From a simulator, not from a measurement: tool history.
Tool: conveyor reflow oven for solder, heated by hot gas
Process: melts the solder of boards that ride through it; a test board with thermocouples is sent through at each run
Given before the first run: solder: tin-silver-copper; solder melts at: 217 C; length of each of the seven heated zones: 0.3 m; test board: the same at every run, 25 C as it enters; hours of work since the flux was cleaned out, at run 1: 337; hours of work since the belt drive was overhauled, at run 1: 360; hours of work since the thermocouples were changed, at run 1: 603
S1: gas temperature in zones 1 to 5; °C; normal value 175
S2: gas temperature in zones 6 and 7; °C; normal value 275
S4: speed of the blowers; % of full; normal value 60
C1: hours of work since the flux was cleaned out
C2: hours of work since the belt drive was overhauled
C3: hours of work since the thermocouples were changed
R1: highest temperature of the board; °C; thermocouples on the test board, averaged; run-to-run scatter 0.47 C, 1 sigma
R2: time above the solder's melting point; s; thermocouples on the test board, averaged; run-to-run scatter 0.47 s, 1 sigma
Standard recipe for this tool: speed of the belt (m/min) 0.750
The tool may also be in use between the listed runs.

run 1 hour=0.0 | S1=175 S2=275 speed_of_the_belt_(m/min)=0.750 S4=60 | C1=337 C2=360 C3=603 | R1=251.8 R2=34.8
run 2 hour=15.2 | S1=175 S2=275 speed_of_the_belt_(m/min)=0.750 S4=60 | C1=346 C2=368 C3=612 | R1=252.2 R2=34.6
run 3 hour=27.9 | S1=175 S2=275 speed_of_the_belt_(m/min)=0.750 S4=60 | C1=353 C2=376 C3=619 | R1=252.4 R2=33.7
run 4 hour=46.7 | S1=175 S2=275 speed_of_the_belt_(m/min)=0.750 S4=60 | C1=364 C2=387 C3=630 | R1=251.5 R2=35.7
run 5 hour=56.2 | S1=175 S2=275 speed_of_the_belt_(m/min)=0.750 S4=60 | C1=370 C2=392 C3=636 | R1=252.2 R2=34.5
-- hour=61.2 thermocouples of zones 6 and 7 changed
run 6 hour=76.5 | S1=175 S2=275 speed_of_the_belt_(m/min)=0.750 S4=60 | C1=381 C2=403 C3=9 | R1=252.1 R2=34.7
run 7 hour=87.9 | S1=175 S2=275 speed_of_the_belt_(m/min)=0.750 S4=60 | C1=387 C2=410 C3=16 | R1=252.3 R2=35.8
run 8 hour=96.8 | S1=175 S2=275 speed_of_the_belt_(m/min)=0.750 S4=60 | C1=392 C2=415 C3=21 | R1=252.3 R2=35.1
run 9 hour=115.2 | S1=175 S2=275 speed_of_the_belt_(m/min)=0.750 S4=60 | C1=403 C2=426 C3=32 | R1=251.3 R2=35.7
run 10 hour=127.2 | S1=175 S2=275 speed_of_the_belt_(m/min)=0.750 S4=60 | C1=410 C2=433 C3=39 | R1=252.3 R2=35.3
run 11 hour=141.5 | S1=175 S2=275 speed_of_the_belt_(m/min)=0.750 S4=60 | C1=419 C2=441 C3=47 | R1=251.2 R2=34.5
run 12 hour=154.1 | S1=175 S2=275 speed_of_the_belt_(m/min)=0.750 S4=60 | C1=426 C2=448 C3=54 | R1=252.3 R2=35.0
run 13 hour=163.1 | S1=175 S2=275 speed_of_the_belt_(m/min)=0.750 S4=60 | C1=431 C2=454 C3=60 | R1=252.5 R2=34.5
run 14 hour=174.8 | S1=175 S2=290 speed_of_the_belt_(m/min)=0.747 S4=83 | C1=438 C2=461 C3=66 | R1=270.0 R2=42.3
-- hour=191.4 flux residue cleaned out of gas plates and filters
run 15 hour=191.4 | S1=170 S2=289 speed_of_the_belt_(m/min)=0.668 S4=86 | C1=0 C2=467 C3=73 | R1=272.9 R2=47.0
run 16 hour=205.6 | S1=163 S2=288 speed_of_the_belt_(m/min)=0.750 S4=67 | C1=8 C2=476 C3=82 | R1=262.1 R2=37.9
run 17 hour=216.1 | S1=163 S2=288 speed_of_the_belt_(m/min)=0.750 S4=67 | C1=14 C2=482 C3=88 | R1=262.0 R2=36.7
run 18 hour=233.7 | S1=186 S2=282 speed_of_the_belt_(m/min)=0.658 S4=60 | C1=25 C2=492 C3=98 | R1=265.6 R2=49.8
run 19 hour=244.3 | S1=186 S2=282 speed_of_the_belt_(m/min)=0.658 S4=60 | C1=31 C2=498 C3=104 | R1=265.6 R2=50.5
run 20 hour=253.9 | S1=175 S2=265 speed_of_the_belt_(m/min)=0.750 S4=50 | C1=37 C2=504 C3=110 | R1=241.9 R2=28.9
run 21 hour=266.0 | S1=175 S2=265 speed_of_the_belt_(m/min)=0.720 S4=51 | C1=44 C2=511 C3=117 | R1=244.6 R2=31.6
run 22 hour=280.3 | S1=186 S2=275 speed_of_the_belt_(m/min)=0.750 S4=71 | C1=52 C2=519 C3=125 | R1=257.0 R2=40.1
run 23 hour=293.5 | S1=183 S2=269 speed_of_the_belt_(m/min)=0.750 S4=71 | C1=60 C2=527 C3=133 | R1=251.7 R2=36.6

Each row is a separate what-if for the run after 23, all from the same tool condition, not one after another. Results?
run A hour=311.0 | S1=183 S2=269 speed_of_the_belt_(m/min)=0.750 S4=73 | C1=70 C2=537 C3=143 | R1=? R2=?
run B hour=311.0 | S1=175 S2=286 speed_of_the_belt_(m/min)=0.750 S4=60 | C1=70 C2=537 C3=143 | R1=? R2=?
run C hour=311.0 | S1=175 S2=278 speed_of_the_belt_(m/min)=0.704 S4=60 | C1=70 C2=537 C3=143 | R1=? R2=?

run=A R1=251.5 R2=37.7
run=B R1=261.3 R2=39.3
run=C R1=257.2 R2=39.7
Take away the tool's hidden state, keep each run's random variation, and the runs would have read:
run=A R1=251.5 R2=37.7
run=B R1=261.3 R2=39.3
run=C R1=257.2 R2=39.7
